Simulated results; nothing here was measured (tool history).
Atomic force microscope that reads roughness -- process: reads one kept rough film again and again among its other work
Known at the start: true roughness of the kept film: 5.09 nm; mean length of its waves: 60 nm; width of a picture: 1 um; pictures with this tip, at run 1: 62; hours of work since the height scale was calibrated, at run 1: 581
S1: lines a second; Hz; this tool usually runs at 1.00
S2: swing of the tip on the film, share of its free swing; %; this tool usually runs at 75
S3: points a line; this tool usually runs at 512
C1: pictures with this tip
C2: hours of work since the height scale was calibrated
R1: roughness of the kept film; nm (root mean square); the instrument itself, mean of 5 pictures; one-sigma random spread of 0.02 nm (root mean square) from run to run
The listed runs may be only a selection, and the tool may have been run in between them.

| run | hour | S1 | S2 | S3 | C1 | C2 | R1 |
|---|---|---|---|---|---|---|---|
| 1 | 0.0 | 1.00 | 75 | 512 | 62 | 581 | 4.696 |
|  | 30.9 | new tip fitted |
| 2 | 54.2 | 1.00 | 55 | 512 | 37 | 617 | 4.790 |
| 3 | 95.6 | 1.00 | 75 | 731 | 101 | 645 | 4.612 |
|  | 100.6 | new tip fitted |
| 4 | 133.8 | 1.00 | 75 | 731 | 51 | 671 | 4.721 |
| 5 | 165.6 | 0.70 | 75 | 512 | 100 | 692 | 4.593 |
|  | 171.6 | new tip fitted |
| 6 | 211.9 | 0.70 | 75 | 512 | 62 | 723 | 4.685 |
|  | 241.4 | new tip fitted |
| 7 | 243.9 | 0.70 | 75 | 512 | 4 | 744 | 4.846 |
| 8 | 285.0 | 0.70 | 75 | 512 | 67 | 772 | 4.735 |
|  | 311.4 | new tip fitted |
| 9 | 329.9 | 1.00 | 75 | 512 | 29 | 802 | 4.749 |
| 10 | 373.2 | 1.00 | 75 | 512 | 96 | 831 | 4.620 |
|  | 381.2 | new tip fitted |
| 11 | 409.1 | 2.44 | 75 | 512 | 43 | 855 | 4.554 |
|  | 451.0 | new tip fitted |
| 12 | 473.5 | 2.44 | 63 | 512 | 34 | 898 | 4.742 |
|  | 519.7 | new tip fitted |
| 13 | 533.6 | 2.44 | 63 | 512 | 22 | 939 | 4.774 |
| 14 | 574.2 | 1.00 | 75 | 715 | 84 | 966 | 4.611 |
|  | 591.9 | new tip fitted |
| 15 | 609.9 | 1.04 | 75 | 512 | 28 | 990 | 4.743 |
| 16 | 639.2 | 1.04 | 75 | 512 | 73 | 1009 | 4.681 |
|  | 662.5 | new tip fitted |
| 17 | 669.4 | 1.00 | 75 | 512 | 10 | 1029 | 4.812 |
| 18 | 700.3 | 2.87 | 75 | 512 | 58 | 1050 | 4.548 |
|  | 733.6 | new tip fitted |
| 19 | 761.0 | 1.00 | 78 | 512 | 42 | 1091 | 4.691 |
| 20 | 795.8 | 1.00 | 78 | 512 | 96 | 1114 | 4.585 |
|  | 802.9 | new tip fitted |
| 21 | 854.8 | 0.66 | 65 | 484 | 80 | 1154 | 4.687 |
|  | 872.4 | new tip fitted |
| 22 | 916.0 | 2.15 | 65 | 639 | 67 | 1195 | 4.637 |
|  | 921.7 | height scale calibrated on a step standard |
|  | 944.7 | new tip fitted |
| 23 | 970.3 | 3.09 | 68 | 262 | 39 | 32 | 4.635 |
|  | 1013.3 | new tip fitted |
| 24 | 1013.3 | 1.00 | 89 | 271 | 0 | 61 | 4.754 |
| 25 | 1072.7 | 0.98 | 75 | 586 | 92 | 101 | 4.597 |
|  | 1083.7 | new tip fitted |
| 26 | 1099.0 | 1.54 | 55 | 778 | 24 | 119 | 4.817 |
| 27 | 1150.6 | 2.12 | 66 | 424 | 103 | 153 | 4.533 |
|  | 1156.5 | new tip fitted |
| 28 | 1183.8 | 0.59 | 58 | 641 | 42 | 176 | 4.771 |
|  | 1226.4 | new tip fitted |
| 29 | 1235.7 | 0.59 | 58 | 641 | 14 | 210 | 4.870 |
|  | 1283.6 | height scale calibrated on a step standard, once more |
| 30 | 1284.2 | 0.59 | 58 | 641 | 88 | 0 | 4.707 |
|  | 1295.4 | new tip fitted |
| 31 | 1322.3 | 0.59 | 58 | 641 | 42 | 26 | 4.824 |
| 32 | 1357.4 | 0.89 | 73 | 954 | 96 | 49 | 4.631 |
|  | 1363.6 | new tip fitted |
| 33 | 1404.8 | 1.00 | 68 | 418 | 64 | 81 | 4.705 |
|  | 1431.5 | new tip fitted |
| 34 | 1465.2 | 0.65 | 72 | 634 | 53 | 122 | 4.735 |
|  | 1500.9 | new tip fitted |
| 35 | 1513.5 | 0.65 | 72 | 683 | 20 | 154 | 4.874 |
| 36 | 1562.1 | 1.09 | 89 | 981 | 95 | 187 | 4.516 |

4 ways to go on from here, each from the tool as it stands after run 36. What would each give?
|  | 1569.6 | new tip fitted |
| A | 1617.3 | 3.63 | 69 | 866 | 73 | 224 | ? |
|  | 1569.6 | new tip fitted |
| B | 1617.3 | 1.42 | 89 | 837 | 73 | 224 | ? |
|  | 1569.6 | new tip fitted |
| C | 1617.3 | 2.75 | 73 | 264 | 73 | 224 | ? |
|  | 1569.6 | new tip fitted |
| D | 1617.3 | 1.00 | 82 | 722 | 73 | 224 | ? |

| run | R1 |
|---|---|
| A | 4.538 |
| B | 4.500 |
| C | 4.530 |
| D | 4.654 |
With no hidden state in the tool, these same runs would have given:
| run | R1 |
|---|---|
| A | 4.712 |
| B | 4.672 |
| C | 4.704 |
| D | 4.833 |
